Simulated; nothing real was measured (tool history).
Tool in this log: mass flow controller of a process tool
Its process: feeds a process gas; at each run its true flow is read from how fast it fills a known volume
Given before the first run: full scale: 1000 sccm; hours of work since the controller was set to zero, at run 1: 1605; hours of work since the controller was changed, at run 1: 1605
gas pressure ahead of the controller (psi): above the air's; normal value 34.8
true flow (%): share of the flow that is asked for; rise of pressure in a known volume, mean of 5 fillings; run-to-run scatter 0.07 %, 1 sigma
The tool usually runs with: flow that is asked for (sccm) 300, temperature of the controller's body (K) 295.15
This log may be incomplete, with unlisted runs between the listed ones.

run      day  flow that is asked for (sccm)  gas pressure ahead of the controller (psi)  temperature of the controller's body (K)  hours of work since the controller was set to zero  hours of work since the controller was changed  true flow (%)
  1    0.000                            300                                        34.8                                    295.15                                                1605                                            1605          98.97
  2    8.912                            300                                        34.8                                    295.15                                                1724                                            1724          98.86
  3   13.608                            300                                        34.8                                    295.15                                                1786                                            1786          99.16
  4   21.683                            300                                        34.8                                    295.15                                                1894                                            1894          99.07
  5   31.433                            300                                        34.8                                    295.15                                                2023                                            2023          99.17
  6   40.712                            412                                        34.8                                    295.15                                                2147                                            2147          99.40
  7   48.858                            412                                        34.8                                    295.15                                                2255                                            2255          99.32
  8   57.708                            412                                        34.8                                    295.15                                                2373                                            2373          99.40
      58.200  -- controller's zero set anew
  9   65.104                            300                                        34.8                                    294.15                                                  92                                            2471          99.94
 10   73.288                            300                                        34.8                                    295.15                                                 201                                            2580         100.04
 11   80.608                            300                                        21.3                                    311.15                                                 298                                            2677         102.29
 12   86.896                            300                                        21.3                                    311.15                                                 382                                            2761         102.37
 13   92.808                            300                                        21.3                                    311.15                                                 461                                            2840         102.48
      94.254  -- controller's zero set anew, once more
 14   99.308                            144                                        21.3                                    311.15                                                  67                                            2926         100.67
 15  106.246                            144                                        21.3                                    311.15                                                 160                                            3018         100.83
 16  114.946                            144                                        21.3                                    298.15                                                 275                                            3134          99.30
 17  125.071                            317                                        26.0                                    297.15                                                 410                                            3269          99.41
 18  134.042                            521                                        32.1                                    310.15                                                 529                                            3388         101.22
 19  143.721                            521                                        32.1                                    310.15                                                 658                                            3517         101.44

5 ways to go on from here, each from the tool as it stands after run 19. What would each give?
  A  148.062                            102                                        35.0                                    313.15                                                 716                                            3575              ?
  B  148.062                            397                                        29.7                                    294.15                                                 716                                            3575              ?
  C  148.062                            527                                        29.6                                    294.15                                                 716                                            3575              ?
  D  148.062                            148                                        32.1                                    310.15                                                 716                                            3575              ?
  E  148.062                            101                                        21.3                                    296.15                                                 716                                            3575              ?

run  true flow (%)
  A         101.61
  B          99.17
  C          99.54
  D         101.06
  E          99.95
Take away the tool's hidden state, keep each run's random variation, and the runs would have read:
run  true flow (%)
  A          99.61
  B          98.00
  C          98.45
  D          99.41
  E          97.93

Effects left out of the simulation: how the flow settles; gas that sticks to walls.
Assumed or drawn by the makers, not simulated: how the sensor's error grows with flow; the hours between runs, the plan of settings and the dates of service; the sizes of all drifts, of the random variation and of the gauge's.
